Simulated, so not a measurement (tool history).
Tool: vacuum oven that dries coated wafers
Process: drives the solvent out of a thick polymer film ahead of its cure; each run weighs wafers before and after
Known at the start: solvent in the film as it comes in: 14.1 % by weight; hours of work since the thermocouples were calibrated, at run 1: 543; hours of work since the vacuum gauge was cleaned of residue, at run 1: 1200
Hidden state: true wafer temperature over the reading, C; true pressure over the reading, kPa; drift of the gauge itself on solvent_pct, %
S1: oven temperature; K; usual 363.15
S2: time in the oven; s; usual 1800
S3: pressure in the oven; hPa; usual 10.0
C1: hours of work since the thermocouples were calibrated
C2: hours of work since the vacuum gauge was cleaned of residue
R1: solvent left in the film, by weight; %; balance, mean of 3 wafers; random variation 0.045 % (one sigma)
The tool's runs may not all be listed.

Run 1, hour 0.0: usual settings; C1 543; C2 1200. Result: R1 2.04 %.
Run 2, hour 60.7: usual settings but S3 7.1 hPa; C1 582; C2 1238. Result: R1 1.81 %.
Run 3, hour 94.1: usual settings but S3 7.1 hPa; C1 603; C2 1259. Result: R1 1.81 %.
Run 4, hour 154.1: usual settings but S3 7.1 hPa; C1 641; C2 1297. Result: R1 1.82 %.
Run 5, hour 222.6: usual settings but S3 7.1 hPa; C1 684; C2 1341. Result: R1 1.89 %.
Run 6, hour 266.4: usual settings but S1 366.15 K; C1 712; C2 1369. Result: R1 1.42 %.
Run 7, hour 302.9: usual settings but S1 366.15 K; C1 735; C2 1392. Result: R1 1.44 %.
Run 8, hour 366.8: usual settings but S1 366.15 K; C1 776; C2 1432. Result: R1 1.35 %.
Run 9, hour 405.8: usual settings but S1 366.15 K; C1 801; C2 1457. Result: R1 1.41 %.
Run 10, hour 464.4: usual settings but S3 9.4 hPa; C1 838; C2 1494. Result: R1 1.99 %.
Run 11, hour 520.7: usual settings but S3 6.4 hPa; C1 873; C2 1530. Result: R1 1.93 %.
Run 12, hour 557.3: usual settings but S3 6.4 hPa; C1 897; C2 1553. Result: R1 2.01 %.
Run 13, hour 602.6: usual settings but S3 6.4 hPa; C1 925; C2 1582. Result: R1 1.95 %.
Run 14, hour 669.1: usual settings but S3 6.4 hPa; C1 968; C2 1624. Result: R1 1.90 %.
Run 15, hour 735.0: usual settings but S1 373.15 K, S3 8.9 hPa; C1 1009; C2 1666. Result: R1 0.51 %.
Run 16, hour 796.1: usual settings but S1 367.15 K, S2 2280 s, S3 35.8 hPa; C1 1048; C2 1704. Result: R1 1.73 %.
At hour 818.8: vacuum gauge cleaned of residue and calibrated.
Run 17, hour 860.2: usual settings but S3 30.0 hPa; C1 1088; C2 26. Result: R1 2.73 %.
Run 18, hour 934.4: usual settings but S3 30.0 hPa; C1 1135; C2 73. Result: R1 2.67 %.
At hour 990.6: oven's thermocouples calibrated.
Run 19, hour 994.7: usual settings but S2 2940 s, S3 23.1 hPa; C1 3; C2 110. Result: R1 1.32 %.
Run 20, hour 1028.8: usual settings but S2 1560 s, S3 20.9 hPa; C1 24; C2 132. Result: R1 2.77 %.
Run 21, hour 1077.4: usual settings but S2 1560 s, S3 20.9 hPa; C1 55; C2 163. Result: R1 2.75 %.
Run 22, hour 1117.8: usual settings but S2 1320 s; C1 81; C2 188. Result: R1 3.01 %.
Run 23, hour 1170.5: usual settings but S2 1320 s; C1 114; C2 222. Result: R1 2.99 %.
Run 24, hour 1235.7: usual settings but S2 1320 s; C1 155; C2 263. Result: R1 3.07 %.
Run 25, hour 1302.4: usual settings but S1 377.15 K, S3 6.3 hPa; C1 198; C2 305. Result: R1 0.23 %.
Run 26, hour 1370.5: usual settings but S1 377.15 K, S3 6.3 hPa; C1 241; C2 349. Result: R1 0.14 %.

Forecast each of these 5 alternatives for the next run:
Run A, hour 1428.3: usual settings but S1 361.15 K, S2 2100 s, S3 5.4 hPa; C1 278; C2 385. Result: R1 ?.
Run B, hour 1428.3: usual settings but S1 354.15 K; C1 278; C2 385. Result: R1 ?.
Run C, hour 1428.3: usual settings but S2 1680 s, S3 13.2 hPa; C1 278; C2 385. Result: R1 ?.
Run D, hour 1428.3: usual settings but S1 369.15 K, S2 2760 s, S3 27.0 hPa; C1 278; C2 385. Result: R1 ?.
Run E, hour 1428.3: usual settings but S1 366.15 K, S2 960 s, S3 12.7 hPa; C1 278; C2 385. Result: R1 ?.

run    R1
  A  1.82
  B  4.49
  C  2.31
  D  0.98
  E  3.57
Without the tool's hidden state the same runs would have given:
run    R1
  A  1.63
  B  4.23
  C  2.12
  D  0.91
  E  3.34

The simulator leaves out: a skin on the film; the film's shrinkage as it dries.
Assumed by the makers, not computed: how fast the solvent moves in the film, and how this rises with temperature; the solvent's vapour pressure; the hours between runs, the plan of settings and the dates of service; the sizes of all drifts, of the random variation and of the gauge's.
